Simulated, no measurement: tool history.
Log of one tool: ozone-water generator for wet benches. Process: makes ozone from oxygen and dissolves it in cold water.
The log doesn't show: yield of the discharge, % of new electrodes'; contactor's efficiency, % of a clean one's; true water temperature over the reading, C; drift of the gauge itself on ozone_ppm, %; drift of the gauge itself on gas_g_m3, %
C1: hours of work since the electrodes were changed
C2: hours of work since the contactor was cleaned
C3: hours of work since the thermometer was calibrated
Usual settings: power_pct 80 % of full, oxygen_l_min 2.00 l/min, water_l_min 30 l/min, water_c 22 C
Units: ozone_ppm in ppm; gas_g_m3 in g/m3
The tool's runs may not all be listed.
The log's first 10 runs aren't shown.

{"run": 11, "day": 35.283, "power_pct": 61, "oxygen_l_min": 2.0, "water_l_min": 30, "water_c": 25, "C1": 1568, "C2": 3640, "C3": 2939, "ozone_ppm": 5.8, "gas_g_m3": 152.6}
{"run": 12, "day": 37.946, "power_pct": 61, "oxygen_l_min": 2.0, "water_l_min": 30, "water_c": 25, "C1": 1632, "C2": 3703, "C3": 3003, "ozone_ppm": 5.9, "gas_g_m3": 151.3}
{"run": 13, "day": 39.779, "power_pct": 61, "oxygen_l_min": 2.0, "water_l_min": 30, "water_c": 25, "C1": 1676, "C2": 3747, "C3": 3047, "ozone_ppm": 5.8, "gas_g_m3": 151.5}
{"run": 14, "day": 43.583, "power_pct": 61, "oxygen_l_min": 2.0, "water_l_min": 30, "water_c": 25, "C1": 1767, "C2": 3838, "C3": 3138, "ozone_ppm": 5.8, "gas_g_m3": 151.3}
{"run": 15, "day": 45.692, "power_pct": 61, "oxygen_l_min": 2.0, "water_l_min": 30, "water_c": 25, "C1": 1818, "C2": 3889, "C3": 3189, "ozone_ppm": 5.9, "gas_g_m3": 150.5}
{"run": 16, "day": 48.021, "power_pct": 80, "oxygen_l_min": 2.0, "water_l_min": 30, "water_c": 22, "C1": 1873, "C2": 3945, "C3": 3244, "ozone_ppm": 7.1, "gas_g_m3": 181.8}
{"run": 17, "day": 50.196, "power_pct": 80, "oxygen_l_min": 1.48, "water_l_min": 30, "water_c": 22, "C1": 1926, "C2": 3997, "C3": 3297, "ozone_ppm": 6.3, "gas_g_m3": 204.1}
{"run": 18, "day": 52.088, "power_pct": 80, "oxygen_l_min": 1.48, "water_l_min": 30, "water_c": 22, "C1": 1971, "C2": 4042, "C3": 3342, "ozone_ppm": 6.3, "gas_g_m3": 205.1}
{"run": 19, "day": 54.267, "power_pct": 44, "oxygen_l_min": 3.49, "water_l_min": 35, "water_c": 27, "C1": 2023, "C2": 4094, "C3": 3394, "ozone_ppm": 4.9, "gas_g_m3": 97.4}
{"run": 20, "day": 57.817, "power_pct": 44, "oxygen_l_min": 3.49, "water_l_min": 35, "water_c": 27, "C1": 2108, "C2": 4180, "C3": 3479, "ozone_ppm": 4.6, "gas_g_m3": 98.3}
{"run": 21, "day": 61.342, "power_pct": 60, "oxygen_l_min": 2.0, "water_l_min": 39, "water_c": 27, "C1": 2193, "C2": 4264, "C3": 3564, "ozone_ppm": 4.4, "gas_g_m3": 149.4}
{"run": 22, "day": 63.633, "power_pct": 79, "oxygen_l_min": 2.32, "water_l_min": 30, "water_c": 21, "C1": 2247, "C2": 4319, "C3": 3619, "ozone_ppm": 7.8, "gas_g_m3": 168.5}
{"run": 23, "day": 66.642, "power_pct": 79, "oxygen_l_min": 2.32, "water_l_min": 26, "water_c": 16, "C1": 2320, "C2": 4391, "C3": 3691, "ozone_ppm": 9.4, "gas_g_m3": 167.9}
{"day": 69.962, "done": "contactor cleaned"}
{"run": 24, "day": 70.846, "power_pct": 79, "oxygen_l_min": 2.32, "water_l_min": 26, "water_c": 16, "C1": 2416, "C2": 21, "C3": 3787, "ozone_ppm": 9.2, "gas_g_m3": 168.0}
{"run": 25, "day": 74.046, "power_pct": 78, "oxygen_l_min": 2.06, "water_l_min": 32, "water_c": 16, "C1": 2493, "C2": 98, "C3": 3864, "ozone_ppm": 6.8, "gas_g_m3": 175.8}
{"run": 26, "day": 76.642, "power_pct": 74, "oxygen_l_min": 3.05, "water_l_min": 29, "water_c": 18, "C1": 2555, "C2": 160, "C3": 3926, "ozone_ppm": 8.7, "gas_g_m3": 146.9}
{"run": 27, "day": 80.483, "power_pct": 80, "oxygen_l_min": 1.31, "water_l_min": 30, "water_c": 22, "C1": 2647, "C2": 252, "C3": 4018, "ozone_ppm": 6.0, "gas_g_m3": 212.6}
{"run": 28, "day": 84.15, "power_pct": 80, "oxygen_l_min": 1.03, "water_l_min": 30, "water_c": 27, "C1": 2735, "C2": 340, "C3": 4106, "ozone_ppm": 5.1, "gas_g_m3": 230.5}
{"run": 29, "day": 86.067, "power_pct": 96, "oxygen_l_min": 1.8, "water_l_min": 48, "water_c": 18, "C1": 2781, "C2": 386, "C3": 4152, "ozone_ppm": 4.6, "gas_g_m3": 211.4}
{"run": 30, "day": 88.5, "power_pct": 80, "oxygen_l_min": 2.0, "water_l_min": 20, "water_c": 22, "C1": 2839, "C2": 444, "C3": 4211, "ozone_ppm": 11.0, "gas_g_m3": 180.7}
{"run": 31, "day": 90.488, "power_pct": 80, "oxygen_l_min": 2.0, "water_l_min": 20, "water_c": 22, "C1": 2887, "C2": 492, "C3": 4258, "ozone_ppm": 11.0, "gas_g_m3": 178.5}
{"run": 32, "day": 94.267, "power_pct": 80, "oxygen_l_min": 2.57, "water_l_min": 29, "water_c": 27, "C1": 2978, "C2": 582, "C3": 4349, "ozone_ppm": 7.9, "gas_g_m3": 161.9}

Forecast each of these 4 alternatives for the next run:
{"run": "A", "day": 96.779, "power_pct": 43, "oxygen_l_min": 2.0, "water_l_min": 19, "water_c": 22, "C1": 3038, "C2": 643, "C3": 4409, "ozone_ppm": "?", "gas_g_m3": "?"}
{"run": "B", "day": 96.779, "power_pct": 80, "oxygen_l_min": 2.0, "water_l_min": 18, "water_c": 22, "C1": 3038, "C2": 643, "C3": 4409, "ozone_ppm": "?", "gas_g_m3": "?"}
{"run": "C", "day": 96.779, "power_pct": 88, "oxygen_l_min": 3.21, "water_l_min": 29, "water_c": 28, "C1": 3038, "C2": 643, "C3": 4409, "ozone_ppm": "?", "gas_g_m3": "?"}
{"run": "D", "day": 96.779, "power_pct": 80, "oxygen_l_min": 1.07, "water_l_min": 29, "water_c": 27, "C1": 3038, "C2": 643, "C3": 4409, "ozone_ppm": "?", "gas_g_m3": "?"}

run=A ozone_ppm=7.7 gas_g_m3=118.6
run=B ozone_ppm=12.1 gas_g_m3=178.2
run=C ozone_ppm=8.9 gas_g_m3=160.5
run=D ozone_ppm=5.3 gas_g_m3=226.2
Without the tool's hidden state the same runs would have given:
run=A ozone_ppm=7.7 gas_g_m3=121.8
run=B ozone_ppm=12.1 gas_g_m3=183.2
run=C ozone_ppm=9.0 gas_g_m3=165.0
run=D ozone_ppm=5.4 gas_g_m3=232.4
